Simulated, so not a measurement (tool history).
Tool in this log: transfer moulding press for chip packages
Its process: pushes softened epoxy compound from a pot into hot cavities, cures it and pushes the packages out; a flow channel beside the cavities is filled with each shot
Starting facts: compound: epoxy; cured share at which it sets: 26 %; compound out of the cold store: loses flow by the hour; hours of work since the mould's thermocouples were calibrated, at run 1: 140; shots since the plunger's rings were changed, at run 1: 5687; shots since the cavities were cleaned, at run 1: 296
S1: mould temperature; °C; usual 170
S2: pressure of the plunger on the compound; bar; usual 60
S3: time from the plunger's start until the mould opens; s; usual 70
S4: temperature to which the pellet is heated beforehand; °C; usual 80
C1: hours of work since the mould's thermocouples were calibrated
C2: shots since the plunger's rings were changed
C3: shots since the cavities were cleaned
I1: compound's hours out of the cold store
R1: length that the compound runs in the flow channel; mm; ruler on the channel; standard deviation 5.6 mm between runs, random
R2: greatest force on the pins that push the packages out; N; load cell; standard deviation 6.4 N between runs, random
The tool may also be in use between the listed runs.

run 1 day=0 | S1=170 S2=60 S3=70 S4=80 | C1=140 C2=5687 C3=296 | I1=35.9 | R1=494 R2=352
-- day=1.879 cavities cleaned with cleaning compound and waxed
-- day=2.792 plunger's sealing rings changed
run 2 day=2.942 | S1=170 S2=60 S3=70 S4=80 | C1=193 C2=68 C3=442 | I1=45 | R1=544 R2=335
-- day=4.346 cavities cleaned with cleaning compound and waxed
run 3 day=6.171 | S1=170 S2=60 S3=70 S4=80 | C1=254 C2=1529 C3=842 | I1=26 | R1=558 R2=402
-- day=6.904 cavities cleaned with cleaning compound and waxed
-- day=9.271 cavities cleaned with cleaning compound and waxed
run 4 day=9.925 | S1=170 S2=60 S3=70 S4=80 | C1=323 C2=3201 C3=302 | I1=16.3 | R1=550 R2=334
-- day=11.588 cavities cleaned with cleaning compound and waxed
run 5 day=11.588 | S1=170 S2=60 S3=70 S4=74 | C1=354 C2=3938 C3=0 | I1=40.1 | R1=508 R2=228
-- day=13.329 mould's thermocouples calibrated
-- day=14.133 cavities cleaned with cleaning compound and waxed
run 6 day=14.338 | S1=170 S2=60 S3=70 S4=74 | C1=18 C2=5139 C3=94 | I1=24.6 | R1=527 R2=289
-- day=16.542 cavities cleaned with cleaning compound and waxed
run 7 day=16.575 | S1=170 S2=60 S3=70 S4=74 | C1=60 C2=6140 C3=15 | I1=36.4 | R1=490 R2=248
-- day=18.396 plunger's sealing rings changed
-- day=18.996 cavities cleaned with cleaning compound and waxed
run 8 day=20.154 | S1=170 S2=60 S3=70 S4=74 | C1=125 C2=780 C3=534 | I1=41.8 | R1=529 R2=368
-- day=21.446 cavities cleaned with cleaning compound and waxed
run 9 day=22.821 | S1=170 S2=71.3 S3=70 S4=80 | C1=175 C2=1980 C3=633 | I1=16 | R1=613 R2=386
-- day=23.904 cavities cleaned with cleaning compound and waxed
run 10 day=24.962 | S1=175 S2=60 S3=70 S4=80 | C1=214 C2=2938 C3=486 | I1=12.7 | R1=561 R2=270
-- day=26.208 cavities cleaned with cleaning compound and waxed
run 11 day=27.762 | S1=175 S2=60 S3=70 S4=80 | C1=267 C2=4201 C3=718 | I1=34.1 | R1=505 R2=285
-- day=28.629 cavities cleaned with cleaning compound and waxed
-- day=30.967 cavities cleaned with cleaning compound and waxed
run 12 day=30.967 | S1=175 S2=60 S3=70 S4=80 | C1=326 C2=5619 C3=0 | I1=23.1 | R1=509 R2=187
run 13 day=32.733 | S1=175 S2=60 S3=70 S4=80 | C1=359 C2=6433 C3=814 | I1=34.6 | R1=483 R2=290
-- day=33.458 cavities cleaned with cleaning compound and waxed
-- day=34.117 plunger's sealing rings changed
-- day=34.45 mould's thermocouples calibrated
run 14 day=35.083 | S1=175 S2=60 S3=70 S4=80 | C1=12 C2=407 C3=662 | I1=11.3 | R1=576 R2=293
-- day=36.067 cavities cleaned with cleaning compound and waxed
run 15 day=37.638 | S1=167 S2=60 S3=65 S4=80 | C1=60 C2=1555 C3=724 | I1=27.3 | R1=552 R2=606
-- day=38.612 cavities cleaned with cleaning compound and waxed
run 16 day=39.429 | S1=170 S2=60 S3=76 S4=80 | C1=93 C2=2353 C3=376 | I1=14.4 | R1=568 R2=287
-- day=41.062 cavities cleaned with cleaning compound and waxed
run 17 day=41.671 | S1=170 S2=53.2 S3=71 S4=80 | C1=134 C2=3356 C3=279 | I1=47.6 | R1=470 R2=309
-- day=43.571 cavities cleaned with cleaning compound and waxed
run 18 day=45.079 | S1=170 S2=53.2 S3=71 S4=80 | C1=198 C2=4899 C3=697 | I1=38.5 | R1=469 R2=349
-- day=45.975 cavities cleaned with cleaning compound and waxed
-- day=48.379 cavities cleaned with cleaning compound and waxed
run 19 day=48.446 | S1=170 S2=53.2 S3=71 S4=80 | C1=260 C2=6392 C3=30 | I1=12.5 | R1=491 R2=258
-- day=49.612 plunger's sealing rings changed
run 20 day=50.708 | S1=175 S2=49.9 S3=76 S4=78 | C1=302 C2=506 C3=1026 | I1=43.7 | R1=473 R2=278
-- day=50.933 cavities cleaned with cleaning compound and waxed
run 21 day=52.983 | S1=175 S2=49.9 S3=76 S4=78 | C1=344 C2=1524 C3=944 | I1=34.3 | R1=480 R2=267
-- day=53.262 cavities cleaned with cleaning compound and waxed
-- day=55.288 mould's thermocouples calibrated
-- day=55.838 cavities cleaned with cleaning compound and waxed
run 22 day=55.838 | S1=166 S2=60.8 S3=76 S4=78 | C1=9 C2=2744 C3=0 | I1=30.2 | R1=536 R2=268
run 23 day=57.558 | S1=166 S2=60.8 S3=76 S4=79 | C1=42 C2=3536 C3=792 | I1=20.5 | R1=558 R2=443
-- day=58.142 cavities cleaned with cleaning compound and waxed
run 24 day=59.846 | S1=166 S2=60.8 S3=76 S4=79 | C1=85 C2=4562 C3=785 | I1=8.1 | R1=569 R2=440
-- day=60.546 cavities cleaned with cleaning compound and waxed
-- day=62.962 cavities cleaned with cleaning compound and waxed
run 25 day=63.112 | S1=170 S2=67.6 S3=80 S4=80 | C1=145 C2=6010 C3=68 | I1=20.6 | R1=552 R2=203
run 26 day=64.858 | S1=170 S2=67.6 S3=80 S4=80 | C1=178 C2=6814 C3=872 | I1=9.8 | R1=556 R2=316
-- day=65.212 plunger's sealing rings changed
-- day=65.579 cavities cleaned with cleaning compound and waxed
-- day=68.071 cavities cleaned with cleaning compound and waxed
run 27 day=68.225 | S1=170 S2=66.2 S3=80 S4=80 | C1=238 C2=1331 C3=70 | I1=14.4 | R1=610 R2=207

Consider 3 possible next runs. They are alternatives, not a sequence: every one starts from the tool as it was left by run 27. What does each give?
-- day=70.367 cavities cleaned with cleaning compound and waxed
run A day=72.042 | S1=175 S2=60 S3=69 S4=80 | C1=310 C2=3061 C3=773 | I1=37.3 | R1=? R2=?
-- day=70.367 cavities cleaned with cleaning compound and waxed
run B day=72.042 | S1=170 S2=60 S3=94 S4=86 | C1=310 C2=3061 C3=773 | I1=12.8 | R1=? R2=?
-- day=70.367 cavities cleaned with cleaning compound and waxed
run C day=72.042 | S1=170 S2=49.1 S3=70 S4=80 | C1=310 C2=3061 C3=773 | I1=25.7 | R1=? R2=?

run=A R1=516 R2=301
run=B R1=565 R2=269
run=C R1=480 R2=352
With no hidden state in the tool, these same runs would have given:
run=A R1=547 R2=193
run=B R1=600 R2=168
run=C R1=510 R2=231

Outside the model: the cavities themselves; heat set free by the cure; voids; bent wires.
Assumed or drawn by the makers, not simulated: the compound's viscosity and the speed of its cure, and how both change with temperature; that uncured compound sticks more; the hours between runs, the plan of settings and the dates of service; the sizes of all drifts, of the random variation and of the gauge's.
